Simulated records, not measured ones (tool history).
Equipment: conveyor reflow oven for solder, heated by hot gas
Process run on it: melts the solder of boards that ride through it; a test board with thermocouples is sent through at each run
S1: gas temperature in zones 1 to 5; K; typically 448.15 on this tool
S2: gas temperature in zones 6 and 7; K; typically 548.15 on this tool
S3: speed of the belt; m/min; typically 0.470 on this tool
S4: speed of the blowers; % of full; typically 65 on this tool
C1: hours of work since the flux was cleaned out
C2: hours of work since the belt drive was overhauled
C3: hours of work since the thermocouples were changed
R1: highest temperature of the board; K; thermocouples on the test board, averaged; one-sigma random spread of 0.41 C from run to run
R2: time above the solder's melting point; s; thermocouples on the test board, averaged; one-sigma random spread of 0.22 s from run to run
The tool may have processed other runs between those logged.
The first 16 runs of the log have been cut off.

run   hour      S1      S2     S3  S4   C1    C2    C3      R1    R2
 17  496.2  460.15  548.15  0.439  65   64  1007   951  539.25  77.0
 18  533.1  460.15  548.15  0.439  65   81  1024   968  538.45  76.7
 19  561.8  443.15  548.15  0.470  80   94  1038   982  537.15  65.7
 20  593.3  443.15  557.15  0.470  80  109  1052   997  546.05  69.1
 21  617.2  443.15  557.15  0.449  80  120  1064  1008  546.35  72.7
 22  656.0  443.15  557.15  0.449  80  139  1082  1026  547.35  73.1
 23  693.5  443.15  557.15  0.449  80  156  1099  1044  545.75  72.7
 24  730.6  443.15  557.15  0.449  80  174  1117  1061  545.95  73.0
 25  773.0  443.15  557.15  0.449  88  193  1137  1081  547.65  73.6
 26  803.5  448.15  549.15  0.470  87  208  1151  1095  538.95  67.9
 27  841.1  448.15  550.15  0.470  87  225  1169  1113  540.65  68.4
 28  876.9  448.15  550.15  0.470  87  242  1185  1130  539.85  68.0
 29  899.6  448.15  551.15  0.531  80  253  1196  1140  536.65  58.7
 30  925.2  448.15  551.15  0.531  80  265  1208  1152  536.25  58.8

4 ways to go on from here, each from the tool as it stands after run 30. What would each give?
  A  951.5  448.15  551.15  0.517  80  277  1220  1165   ?   ?
  B  951.5  448.15  536.15  0.528  65  277  1220  1165   ?   ?
  C  951.5  448.15  548.15  0.415  65  277  1220  1165   ?   ?
  D  951.5  459.15  545.15  0.531  80  277  1220  1165   ?   ?

run      R1    R2
  A  537.45  60.6
  B  520.05  49.3
  C  538.15  76.6
  D  532.15  60.5
Take away the tool's hidden state, keep each run's random variation, and the runs would have read:
run      R1    R2
  A  540.85  61.6
  B  523.25  51.2
  C  541.35  77.5
  D  535.45  61.4
